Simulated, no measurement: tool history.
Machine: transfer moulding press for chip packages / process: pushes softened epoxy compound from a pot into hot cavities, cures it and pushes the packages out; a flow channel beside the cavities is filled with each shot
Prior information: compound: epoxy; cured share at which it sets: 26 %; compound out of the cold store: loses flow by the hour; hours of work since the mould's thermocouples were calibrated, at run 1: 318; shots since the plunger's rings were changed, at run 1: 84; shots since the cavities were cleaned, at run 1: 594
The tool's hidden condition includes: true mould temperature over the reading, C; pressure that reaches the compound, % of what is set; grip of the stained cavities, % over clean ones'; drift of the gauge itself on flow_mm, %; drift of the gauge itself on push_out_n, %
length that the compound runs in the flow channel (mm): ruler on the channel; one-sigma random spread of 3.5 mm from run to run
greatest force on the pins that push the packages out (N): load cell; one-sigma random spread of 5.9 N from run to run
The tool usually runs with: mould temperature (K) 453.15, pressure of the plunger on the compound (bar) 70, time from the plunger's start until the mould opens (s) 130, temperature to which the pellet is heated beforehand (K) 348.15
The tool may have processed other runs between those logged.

run,day,mould temperature (K),pressure of the plunger on the compound (bar),time from the plunger's start until the mould opens (s),temperature to which the pellet is heated beforehand (K),hours of work since the mould's thermocouples were calibrated,shots since the plunger's rings were changed,shots since the cavities were cleaned,incoming compound's hours out of the cold store,length that the compound runs in the flow channel (mm),greatest force on the pins that push the packages out (N)
1,0,453.15,70,130,348.15,318,84,594,40.9,535,299
# day 0.504: cavities cleaned with cleaning compound and waxed
2,0.771,453.15,70,130,348.15,329,246,61,29.3,549,250
3,1.362,453.15,70,163,348.15,338,380,195,23.6,560,199
4,1.808,453.15,70,130,348.15,345,481,296,32.6,549,280
5,2.354,453.15,70,130,358.15,353,605,420,34.4,543,271
6,3.021,453.15,70,130,358.15,364,757,572,16.3,570,302
# day 3.625: cavities cleaned with cleaning compound and waxed
7,3.671,453.15,70,130,358.15,373,889,9,21.2,560,236
8,4.438,453.15,70,130,340.15,385,1064,184,17.9,558,267
9,4.95,458.15,70,130,340.15,393,1181,301,36.5,514,215
10,5.558,458.15,70,130,340.15,402,1319,439,10.5,555,244
# day 5.867: mould's thermocouples calibrated
11,6.346,458.15,70,130,340.15,7,1479,599,23.8,523,255
# day 6.808: cavities cleaned with cleaning compound and waxed
12,7.175,458.15,70,130,340.15,19,1652,83,13.5,547,202
13,8.125,448.15,70,130,348.15,34,1868,299,13.7,580,393
14,9.108,450.15,70,126,354.15,49,2091,522,12.8,569,370
# day 9.896: cavities cleaned with cleaning compound and waxed
15,9.921,460.15,70,149,348.15,61,2262,5,39.7,490,175
16,10.625,453.15,70,154,342.15,72,2422,165,22.1,544,212
17,11.288,453.15,70,154,342.15,82,2573,316,32.2,526,219

For run 18, what comes out?
# day 11.45: plunger's sealing rings changed
18,12.271,453.15,57.9,130,341.15,96,186,515,42.1,?,?

Run 18 came out at length that the compound runs in the flow channel (mm) 486, greatest force on the pins that push the packages out (N) 276.
On a tool with no hidden condition, and with the same random variation, this run would have come out at length that the compound runs in the flow channel (mm) 489, greatest force on the pins that push the packages out (N) 217.

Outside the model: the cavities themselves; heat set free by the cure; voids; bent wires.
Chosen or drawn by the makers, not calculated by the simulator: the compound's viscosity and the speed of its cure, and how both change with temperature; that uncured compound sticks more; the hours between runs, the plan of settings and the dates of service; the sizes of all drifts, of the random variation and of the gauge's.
